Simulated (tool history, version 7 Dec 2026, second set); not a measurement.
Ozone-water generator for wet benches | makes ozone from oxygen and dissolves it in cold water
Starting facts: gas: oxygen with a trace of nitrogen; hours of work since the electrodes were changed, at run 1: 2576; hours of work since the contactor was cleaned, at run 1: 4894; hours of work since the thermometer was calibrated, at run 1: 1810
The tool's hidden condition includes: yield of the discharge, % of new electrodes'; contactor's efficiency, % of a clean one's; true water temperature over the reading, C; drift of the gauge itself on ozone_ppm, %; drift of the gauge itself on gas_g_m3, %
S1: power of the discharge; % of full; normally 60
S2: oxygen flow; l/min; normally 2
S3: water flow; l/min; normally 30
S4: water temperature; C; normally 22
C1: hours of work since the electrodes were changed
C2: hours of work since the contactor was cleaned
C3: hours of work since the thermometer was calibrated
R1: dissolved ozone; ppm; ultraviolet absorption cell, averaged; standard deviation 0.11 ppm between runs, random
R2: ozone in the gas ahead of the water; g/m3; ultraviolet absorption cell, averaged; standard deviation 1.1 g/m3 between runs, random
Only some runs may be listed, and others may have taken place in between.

run	hour	S1	S2	S3	S4	C1	C2	C3	R1	R2
1	0	60	2	30	22	2576	4894	1810	6.2	197.4
2	186.2	60	2	30	22	2700	5017	1933	6.1	199.3
3	388.6	60	2	36	22	2834	5151	2068	4.8	197.7
4	601	60	2	36	22	2975	5292	2208	4.8	199.5
5	738.6	60	2	36	22	3066	5383	2300	5	198
6	897.1	60	2	36	18	3171	5488	2405	4.9	198.6
7	1114.2	60	2	36	18	3315	5632	2548	4.9	200
8	1322.5	60	2	36	18	3453	5770	2687	5	201.3
9	1458.7	75	2	36	18	3543	5860	2777	5.4	225.8
10	1669.2	89	2	30	17	3683	6000	2916	7.5	246.7
11	1797	89	2	30	21	3767	6085	3001	7.5	245.9
12	1922.7	99	2	30	21	3851	6168	3084	7.9	261.9
13	2120.1	99	2	30	21	3982	6299	3215	7.9	260
14	2213.2	99	2	35	21	4043	6361	3277	6.6	262
15	2309	99	2	35	21	4107	6424	3340	6.4	260.5

The next listed run, before its measurement:
16	2492.1	44	2.57	35	21	4228	6545	3462	?	?

R1: 4.5 ppm
R2: 151.8 g/m3
Had the tool carried no hidden state, the very same run would have given R1 4.5 ppm, R2 148.1 g/m3.
